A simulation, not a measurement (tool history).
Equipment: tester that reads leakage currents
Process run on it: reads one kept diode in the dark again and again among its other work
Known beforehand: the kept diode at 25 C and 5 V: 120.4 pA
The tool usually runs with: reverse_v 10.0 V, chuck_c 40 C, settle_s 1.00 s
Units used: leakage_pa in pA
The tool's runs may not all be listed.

run,hour,reverse_v,chuck_c,settle_s,leakage_pa
1,0.0,10.0,40,1.00,513.65
2,72.4,10.0,40,1.00,516.17
3,142.4,10.0,40,2.32,516.28
# hour 216.1: chuck's temperature calibrated
4,223.7,10.0,40,2.32,445.56
5,294.7,10.0,40,2.32,447.84
6,439.4,10.0,40,2.32,450.23
7,509.2,10.0,40,2.32,453.10
8,640.1,10.0,40,2.32,458.38
9,709.9,10.0,40,2.32,462.11
10,820.5,10.0,40,2.32,462.58
11,888.3,10.0,40,2.32,465.03
# hour 941.6: probe card cleaned and baked
12,1026.9,10.0,54,2.32,1109.93
13,1126.2,10.0,54,2.32,1116.87
14,1277.7,10.0,54,2.32,1121.91
15,1396.9,10.0,54,2.32,1125.22
16,1546.8,10.0,54,2.32,1139.56
17,1652.3,10.0,54,2.32,1143.97
18,1800.4,10.0,54,2.32,1154.22
19,1931.1,10.0,34,1.45,319.05

Run 20 has not been measured yet. What should we expect?
20,2020.5,1.7,48,3.52,?

{"run 20": {"leakage_pa": 464.07}}
Minus the tool's unlogged condition, the same run would have read leakage_pa 425.24 pA.

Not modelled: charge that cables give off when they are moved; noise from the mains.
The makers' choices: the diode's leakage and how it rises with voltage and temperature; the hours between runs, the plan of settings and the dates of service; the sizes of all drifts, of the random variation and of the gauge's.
